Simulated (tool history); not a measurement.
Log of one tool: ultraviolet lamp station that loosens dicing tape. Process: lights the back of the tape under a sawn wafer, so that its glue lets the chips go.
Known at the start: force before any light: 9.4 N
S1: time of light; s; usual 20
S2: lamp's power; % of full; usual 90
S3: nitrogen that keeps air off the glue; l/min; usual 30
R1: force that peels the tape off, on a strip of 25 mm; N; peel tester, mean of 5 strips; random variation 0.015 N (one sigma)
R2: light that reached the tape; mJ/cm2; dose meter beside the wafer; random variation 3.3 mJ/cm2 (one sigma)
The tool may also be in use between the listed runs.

run,hour,S1,S2,S3,R1,R2
1,0,20,90,30,0.843,461
# hour 2: window cleaned of glue's vapour
2,6.4,20,90,30,0.96,448
3,10.7,20,90,30,0.986,449
4,15.5,20,90,30,0.969,445
5,21.1,20,90,30,0.99,449
6,30.7,20,90,30,0.94,440
7,35.6,20,90,30,0.973,443
8,40.2,24,90,30,0.653,535
# hour 44.3: window cleaned of glue's vapour, once more
9,49.1,24,90,30,0.492,594
10,54,24,90,30,0.476,598
11,61,27,90,48,0.258,664
12,65.9,11,87,11,3.643,262
13,73.9,11,87,11,3.65,267

Hidden state or all else? Some run-to-run changes of R1, split into what the settings, what came in and random variation would give without the hidden state, and what is left for the hidden state (with any gauge scatter that isn't in both results):
The hidden state here: lamp's light, % of a new lamp's; light that the window lets through, % of a clean one's; drift of the gauge itself on peel_n, %; drift of the gauge itself on dose_mj_cm2, %.
Run 8 -> 9: window cleaned of glue's vapour, once more. R1 -0.161 N: hidden state -0.155, all else -0.006.
Run 11 -> 12: S1 27 -> 11, S2 90 -> 87, S3 48 -> 11. R1 +3.385 N: hidden state +0.147, all else +3.238.

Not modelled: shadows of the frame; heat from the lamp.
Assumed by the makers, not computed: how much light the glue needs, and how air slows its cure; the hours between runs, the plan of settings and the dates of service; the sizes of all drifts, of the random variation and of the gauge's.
